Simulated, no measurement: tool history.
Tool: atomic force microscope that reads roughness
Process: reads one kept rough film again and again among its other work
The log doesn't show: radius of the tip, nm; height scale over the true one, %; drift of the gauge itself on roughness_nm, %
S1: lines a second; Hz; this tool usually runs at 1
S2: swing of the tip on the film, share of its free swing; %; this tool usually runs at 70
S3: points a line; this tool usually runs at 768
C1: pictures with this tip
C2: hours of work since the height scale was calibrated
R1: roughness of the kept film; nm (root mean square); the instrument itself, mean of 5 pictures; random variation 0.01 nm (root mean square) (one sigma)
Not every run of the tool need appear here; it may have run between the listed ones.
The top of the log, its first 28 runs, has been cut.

| run | hour | S1 | S2 | S3 | C1 | C2 | R1 |
|---|---|---|---|---|---|---|---|
| 29 | 202.8 | 0.85 | 66 | 614 | 253 | 243 | 2.287 |
| 30 | 212 | 1 | 70 | 464 | 267 | 247 | 2.227 |
| 31 | 217 | 1 | 69 | 344 | 274 | 249 | 2.228 |
| 32 | 223.9 | 1 | 56 | 301 | 285 | 252 | 2.259 |
| 33 | 232.2 | 1 | 60 | 301 | 297 | 256 | 2.23 |
| 34 | 238.4 | 1 | 60 | 301 | 306 | 258 | 2.225 |
| 35 | 246.1 | 1 | 60 | 301 | 318 | 262 | 2.237 |
| 36 | 251.8 | 1 | 60 | 301 | 327 | 264 | 2.235 |
| 37 | 261.5 | 1 | 60 | 301 | 341 | 268 | 2.22 |

Forecast run 38:
| 38 | 265.8 | 1 | 78 | 618 | 348 | 270 | ? |

For run 38 the tool returned R1 2.128 nm (root mean square).
With no hidden state in the tool, this same run would have given R1 2.365 nm (root mean square).
